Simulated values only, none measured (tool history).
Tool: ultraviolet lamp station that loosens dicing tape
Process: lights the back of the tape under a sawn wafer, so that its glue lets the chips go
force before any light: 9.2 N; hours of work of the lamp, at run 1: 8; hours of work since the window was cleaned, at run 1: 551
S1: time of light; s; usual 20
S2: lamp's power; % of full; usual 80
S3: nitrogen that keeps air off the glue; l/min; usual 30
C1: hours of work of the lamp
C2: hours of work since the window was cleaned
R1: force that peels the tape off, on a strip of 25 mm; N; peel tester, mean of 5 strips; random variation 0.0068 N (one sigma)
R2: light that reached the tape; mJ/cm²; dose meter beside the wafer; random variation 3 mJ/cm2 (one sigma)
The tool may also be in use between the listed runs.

| run | hour | S1 | S2 | S3 | C1 | C2 | R1 | R2 |
|---|---|---|---|---|---|---|---|---|
| 1 | 0.0 | 20 | 80 | 30 | 8 | 551 | 0.232 | 442 |
| 2 | 45.4 | 20 | 80 | 29 | 39 | 583 | 0.239 | 451 |
| 3 | 82.6 | 20 | 80 | 29 | 66 | 609 | 0.229 | 444 |
| 4 | 115.1 | 20 | 80 | 30 | 88 | 632 | 0.241 | 446 |
| 5 | 162.3 | 20 | 80 | 30 | 121 | 665 | 0.240 | 447 |
|  | 192.4 | window cleaned of glue's vapour |
| 6 | 204.6 | 20 | 80 | 30 | 151 | 9 | 0.237 | 456 |
| 7 | 263.5 | 20 | 68 | 30 | 192 | 50 | 0.344 | 381 |
| 8 | 331.7 | 20 | 68 | 30 | 240 | 98 | 0.348 | 377 |
| 9 | 386.1 | 32 | 83 | 30 | 278 | 136 | 0.109 | 738 |
| 10 | 438.9 | 18 | 77 | 26 | 315 | 173 | 0.366 | 391 |
| 11 | 477.3 | 31 | 70 | 17 | 342 | 200 | 0.185 | 605 |
| 12 | 529.2 | 27 | 71 | 14 | 378 | 236 | 0.268 | 533 |
| 13 | 572.8 | 27 | 71 | 14 | 409 | 267 | 0.271 | 532 |
| 14 | 627.2 | 11 | 73 | 14 | 447 | 305 | 1.789 | 226 |
| 15 | 659.5 | 11 | 73 | 14 | 470 | 327 | 1.807 | 220 |
| 16 | 709.5 | 25 | 83 | 19 | 505 | 362 | 0.184 | 576 |

Forecast each of these 5 alternatives for the next run:
| A | 754.6 | 12 | 92 | 30 | 536 | 394 | ? | ? |
| B | 754.6 | 16 | 86 | 30 | 536 | 394 | ? | ? |
| C | 754.6 | 10 | 80 | 15 | 536 | 394 | ? | ? |
| D | 754.6 | 10 | 83 | 19 | 536 | 394 | ? | ? |
| E | 754.6 | 15 | 83 | 10 | 536 | 394 | ? | ? |

| run | R1 | R2 |
|---|---|---|
| A | 0.581 | 309 |
| B | 0.325 | 378 |
| C | 1.693 | 220 |
| D | 1.413 | 232 |
| E | 0.974 | 351 |
Without the tool's hidden state the same runs would have given:
| run | R1 | R2 |
|---|---|---|
| A | 0.578 | 310 |
| B | 0.323 | 379 |
| C | 1.686 | 221 |
| D | 1.406 | 232 |
| E | 0.969 | 351 |
